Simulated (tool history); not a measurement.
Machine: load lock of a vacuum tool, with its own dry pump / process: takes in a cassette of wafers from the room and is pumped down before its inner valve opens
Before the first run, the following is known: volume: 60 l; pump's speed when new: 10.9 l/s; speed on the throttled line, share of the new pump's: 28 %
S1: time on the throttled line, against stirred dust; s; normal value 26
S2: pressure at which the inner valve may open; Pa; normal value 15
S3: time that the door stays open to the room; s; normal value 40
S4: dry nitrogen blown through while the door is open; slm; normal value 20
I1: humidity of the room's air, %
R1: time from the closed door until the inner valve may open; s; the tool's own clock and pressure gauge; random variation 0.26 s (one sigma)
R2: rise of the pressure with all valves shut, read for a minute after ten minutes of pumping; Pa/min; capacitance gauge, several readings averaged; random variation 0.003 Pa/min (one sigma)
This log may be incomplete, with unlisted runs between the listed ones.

run,hour,S1,S2,S3,S4,I1,R1,R2
1,0,26,15,40,20,45.2,70.8,0.043
2,94.4,26,15,40,20,41.8,70.3,0.044
3,180.4,26,15,40,20,43.6,70.2,0.047
4,268.9,26,15,40,20,45.5,70.4,0.047
5,371.4,26,15,40,20,43.3,70.2,0.041
6,418.1,26,15,40,20,42.9,70.2,0.043
7,520.6,26,15,40,20,44.6,70.7,0.049
8,593.6,26,23,40,20,49.4,67.3,0.056
9,673.6,26,23,40,20,46.6,68.4,0.05
10,728.4,26,15,40,20,45.9,70.6,0.053
11,812.9,26,15,71,20,46.1,70.6,0.052
12,916.2,26,15,71,20,43.5,70.2,0.053
13,1005.6,26,15,71,38,43.5,70.5,0.048
14,1099.4,21,15,40,20,44.7,67.3,0.057
15,1146.8,21,15,40,20,43,67.2,0.056
16,1196,26,15,40,20,45,70.3,0.055
17,1246.4,26,15,40,20,43.2,70.7,0.051
18,1308.3,19,15,40,20,46.2,66.2,0.053
19,1375.3,19,27,96,10,43.2,62,0.081
20,1451.6,19,27,96,10,47.5,62.2,0.09
21,1517.6,16,13,53,8,47.2,65.2,0.074
22,1601.3,16,13,53,8,42.3,65.4,0.072
23,1656.2,26,19,40,23,42.9,70,0.051
24,1743,27,19,86,23,40.9,69.8,0.066
25,1839,26,19,40,20,46.5,69.7,0.057
26,1942.3,17,15,52,20,45.7,65.3,0.067
27,1988.1,32,19,40,20,41.1,73.7,0.055
28,2088.8,16,19,40,20,45.4,62.9,0.066
29,2181,49,15,125,8,43.5,86.9,0.097
30,2230.9,29,15,201,30,41.5,73.5,0.083
31,2330.6,29,15,201,30,42.7,73.1,0.074
32,2401.3,32,23,115,15,47.6,72.3,0.089
33,2457.9,14,15,87,20,41.9,62.7,0.072
34,2501.5,42,15,87,6,47.3,82.6,0.089

What if the next run were any one of these 4? Each begins from the tool's condition after run 34:
A,2566.2,39,15,40,20,44.5,?,?
B,2566.2,22,19,87,6,45.6,?,?
C,2566.2,42,15,34,6,43.3,?,?
D,2566.2,26,15,81,44,41.9,?,?

run,R1,R2
A,80.5,0.065
B,67.1,0.093
C,82.4,0.071
D,71.2,0.056
With the hidden condition removed and each run's random variation left untouched, the same runs would have given:
run,R1,R2
A,77,0.026
B,63.3,0.056
C,79,0.034
D,67.4,0.018
